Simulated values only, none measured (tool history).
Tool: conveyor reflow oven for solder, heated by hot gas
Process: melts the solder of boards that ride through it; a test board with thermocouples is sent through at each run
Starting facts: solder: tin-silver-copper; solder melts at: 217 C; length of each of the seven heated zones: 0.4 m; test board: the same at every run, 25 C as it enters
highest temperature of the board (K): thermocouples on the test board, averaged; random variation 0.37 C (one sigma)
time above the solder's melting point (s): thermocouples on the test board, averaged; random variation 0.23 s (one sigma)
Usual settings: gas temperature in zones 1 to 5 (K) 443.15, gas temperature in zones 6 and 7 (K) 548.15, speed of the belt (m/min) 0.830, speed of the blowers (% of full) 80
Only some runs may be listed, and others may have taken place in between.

run   hour  gas temperature in zones 1 to 5 (K)  gas temperature in zones 6 and 7 (K)  speed of the belt (m/min)  speed of the blowers (% of full)  highest temperature of the board (K)  time above the solder's melting point (s)
  1    0.0                               443.15                                548.15                      0.830                                80                                533.65                                       46.3
  2   25.6                               443.15                                548.15                      0.830                                80                                532.95                                       46.0
  3   48.6                               443.15                                548.15                      0.852                                80                                532.85                                       44.2
  4   72.7                               443.15                                548.15                      0.852                                80                                532.55                                       44.9
  5   93.1                               443.15                                548.15                      0.852                                80                                532.35                                       44.4
  6  108.0                               443.15                                548.15                      0.852                                80                                532.65                                       44.4
  7  127.8                               443.15                                548.15                      0.852                                80                                532.45                                       44.3
  8  161.0                               443.15                                548.15                      0.852                                80                                532.65                                       45.0
  9  193.7                               443.15                                548.15                      0.830                                80                                533.55                                       46.3
 10  218.2                               443.15                                548.15                      0.830                                80                                533.15                                       45.6
 11  240.7                               443.15                                548.15                      0.830                                80                                532.65                                       46.0
 12  270.0                               443.15                                548.15                      0.830                                80                                533.15                                       45.7
 13  300.3                               443.15                                548.15                      0.830                                80                                533.75                                       46.2
 14  323.2                               443.15                                548.15                      0.866                                80                                530.75                                       43.2
 15  338.4                               442.15                                537.15                      0.686                                64                                526.05                                       51.8
 16  366.0                               442.15                                537.15                      0.686                                64                                525.45                                       52.1
 17  388.6                               442.15                                537.15                      0.686                                64                                525.35                                       51.8
 18  418.8                               431.15                                554.15                      0.728                                57                                535.15                                       50.5
 19  438.6                               431.15                                554.15                      0.728                                57                                535.15                                       49.8
 20  470.4                               450.15                                538.15                      0.944                                50                                512.55                                       28.6
     497.7  -- flux residue cleaned out of gas plates and filters
 21  505.3                               428.15                                538.15                      0.944                                71                                516.35                                       28.5
 22  520.7                               443.15                                543.15                      0.830                                62                                526.05                                       42.3
 23  538.6                               443.15                                543.15                      0.830                                62                                525.85                                       42.4
 24  566.4                               443.15                                543.15                      0.830                                62                                526.25                                       42.3

Some steps in highest temperature of the board (K) between neighbouring runs. How much of each would the tool show without its hidden state too (settings, what came in, random variation), and how much is left for the hidden state, with any gauge scatter that isn't in both results?
Unlogged tool condition in this case: heat that the gas passes to the board, % of a clean oven's; belt's true speed, % of the reading; true gas temperature in zones 6 and 7 over the reading, C; drift of the gauge itself on peak_c, C; drift of the gauge itself on liquid_s, %.
Run 14 -> 15: gas temperature in zones 1 to 5 (K) 443.15 -> 442.15, gas temperature in zones 6 and 7 (K) 548.15 -> 537.15, speed of the belt (m/min) 0.866 -> 0.686, speed of the blowers (% of full) 80 -> 64. highest temperature of the board (K) -4.70: hidden state +0.50, all else -5.20.
Run 17 -> 18: gas temperature in zones 1 to 5 (K) 442.15 -> 431.15, gas temperature in zones 6 and 7 (K) 537.15 -> 554.15, speed of the belt (m/min) 0.686 -> 0.728, speed of the blowers (% of full) 64 -> 57. highest temperature of the board (K) +9.80: hidden state -0.50, all else +10.30.
Run 19 -> 20: gas temperature in zones 1 to 5 (K) 431.15 -> 450.15, gas temperature in zones 6 and 7 (K) 554.15 -> 538.15, speed of the belt (m/min) 0.728 -> 0.944, speed of the blowers (% of full) 57 -> 50. highest temperature of the board (K) -22.60: hidden state -0.10, all else -22.50.
Run 20 -> 21: gas temperature in zones 1 to 5 (K) 450.15 -> 428.15, speed of the blowers (% of full) 50 -> 71, flux residue cleaned out of gas plates and filters. highest temperature of the board (K) +3.80: hidden state +2.10, all else +1.70.
